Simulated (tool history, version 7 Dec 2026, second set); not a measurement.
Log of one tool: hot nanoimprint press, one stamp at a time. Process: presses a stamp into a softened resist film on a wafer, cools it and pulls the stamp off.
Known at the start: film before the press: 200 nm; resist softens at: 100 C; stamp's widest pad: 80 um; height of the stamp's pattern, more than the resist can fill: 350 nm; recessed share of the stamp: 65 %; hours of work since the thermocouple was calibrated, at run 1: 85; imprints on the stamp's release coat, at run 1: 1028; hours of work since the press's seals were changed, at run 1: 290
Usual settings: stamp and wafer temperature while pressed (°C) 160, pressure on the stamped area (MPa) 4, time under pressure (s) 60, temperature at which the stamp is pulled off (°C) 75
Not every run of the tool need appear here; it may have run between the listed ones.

| run | hour | stamp and wafer temperature while pressed (°C) | pressure on the stamped area (MPa) | time under pressure (s) | temperature at which the stamp is pulled off (°C) | hours of work since the thermocouple was calibrated | imprints on the stamp's release coat | hours of work since the press's seals were changed | resist left under the stamp's widest pad (angstrom) | greatest force while the stamp is pulled off (N) |
|---|---|---|---|---|---|---|---|---|---|---|
| 1 | 0 | 160 | 4 | 60 | 75 | 85 | 1028 | 290 | 1068 | 162 |
| 2 | 14.4 | 160 | 4 | 60 | 75 | 91 | 1053 | 297 | 1058 | 163 |
| 3 | 36.2 | 160 | 4 | 60 | 75 | 101 | 1092 | 307 | 1068 | 156 |
| 4 | 62.9 | 160 | 4 | 60 | 75 | 114 | 1139 | 319 | 1062 | 156 |
| 5 | 78.4 | 160 | 4 | 54 | 75 | 121 | 1166 | 326 | 1099 | 162 |
| 6 | 97.2 | 160 | 4 | 101 | 75 | 130 | 1199 | 335 | 887 | 162 |
| 7 | 122.5 | 154 | 4 | 101 | 75 | 141 | 1244 | 347 | 1194 | 163 |
| 8 | 146.5 | 154 | 4 | 107 | 82 | 153 | 1286 | 358 | 1157 | 133 |
| 9 | 176.8 | 154 | 4 | 107 | 82 | 167 | 1340 | 372 | 1172 | 135 |
| 10 | 194.6 | 172 | 3.16 | 56 | 66 | 175 | 1371 | 380 | 710 | 195 |
| 11 | 223.7 | 172 | 3.39 | 56 | 66 | 188 | 1422 | 394 | 684 | 183 |
| 12 | 240.3 | 160 | 4.92 | 60 | 62 | 196 | 1451 | 402 | 968 | 198 |
| 13 | 267.6 | 160 | 5.87 | 60 | 61 | 209 | 1500 | 414 | 893 | 211 |
| 14 | 300.6 | 160 | 5.87 | 35 | 61 | 224 | 1558 | 430 | 1067 | 217 |

Alternative continuations, all from the tool just after run 14; predict every row:
| A | 319.1 | 150 | 5.87 | 85 | 80 | 233 | 1590 | 438 | ? | ? |
| B | 319.1 | 160 | 3.82 | 35 | 61 | 233 | 1590 | 438 | ? | ? |
| C | 319.1 | 160 | 3.69 | 62 | 61 | 233 | 1590 | 438 | ? | ? |

| run | resist left under the stamp's widest pad (angstrom) | greatest force while the stamp is pulled off (N) |
|---|---|---|
| A | 1296 | 142 |
| B | 1283 | 207 |
| C | 1089 | 208 |
Take away the tool's hidden state, keep each run's random variation, and the runs would have read:
| run | resist left under the stamp's widest pad (angstrom) | greatest force while the stamp is pulled off (N) |
|---|---|---|
| A | 1296 | 141 |
| B | 1283 | 205 |
| C | 1089 | 206 |
